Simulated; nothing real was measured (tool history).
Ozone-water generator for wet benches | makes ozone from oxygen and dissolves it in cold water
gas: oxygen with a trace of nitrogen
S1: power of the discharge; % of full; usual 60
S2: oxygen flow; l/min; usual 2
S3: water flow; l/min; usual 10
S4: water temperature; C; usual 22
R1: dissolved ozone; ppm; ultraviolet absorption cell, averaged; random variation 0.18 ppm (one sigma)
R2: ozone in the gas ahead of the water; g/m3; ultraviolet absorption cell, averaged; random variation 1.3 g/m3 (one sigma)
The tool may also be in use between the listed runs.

run	hour	S1	S2	S3	S4	R1	R2
1	0	60	2	10	22	24.8	246.5
2	45.2	60	1.06	10	22	19.5	298.5
3	70.5	60	2	10	24	24.1	246.6
4	117.1	60	2	10	24	23.8	245.4
5	144.2	60	2	10	24	24	250.6
6	164.1	60	1.1	10	22	19.9	298.3
7	194.6	60	1.1	10	22	20.1	298.1
8	233.9	60	1.1	10	22	20	296.9
9	261.2	60	1.1	13	22	16	298.2
10	300	60	1.1	13	22	15.5	297.9
11	329.3	60	1.1	13	22	15.8	301
12	348.1	60	2	10	22	24.8	250.1
13	375.1	60	2	15	22	17.8	250.4
14	400.9	60	2	15	22	17.9	252.1
15	422.2	60	2	10	17	26.1	249.9
16	457.2	59	2	10	22	24.3	247.6
17	492.9	47	1.35	15	22	12.8	238.3
18	536.6	52	1.33	10	19	20.2	256.3
19	559.9	88	1.33	16	19	19	372.4
20	600.2	60	2	10	16	26.7	253.3
21	634.9	99	2	10	24	34.7	361.8
22	654.5	60	1.39	13	22	17.7	278.5
23	676.7	60	1.39	13	22	17.6	282.8
24	714.2	60	2	12	14	23.6	254.2

Run 25 comes next. What will it give?
25	734.2	60	1.11	7	22	?	?

Run 25 gave R1 27 ppm, R2 304 g/m3.
Without the tool's hidden state the same run would have given R1 27 ppm, R2 296.1 g/m3.

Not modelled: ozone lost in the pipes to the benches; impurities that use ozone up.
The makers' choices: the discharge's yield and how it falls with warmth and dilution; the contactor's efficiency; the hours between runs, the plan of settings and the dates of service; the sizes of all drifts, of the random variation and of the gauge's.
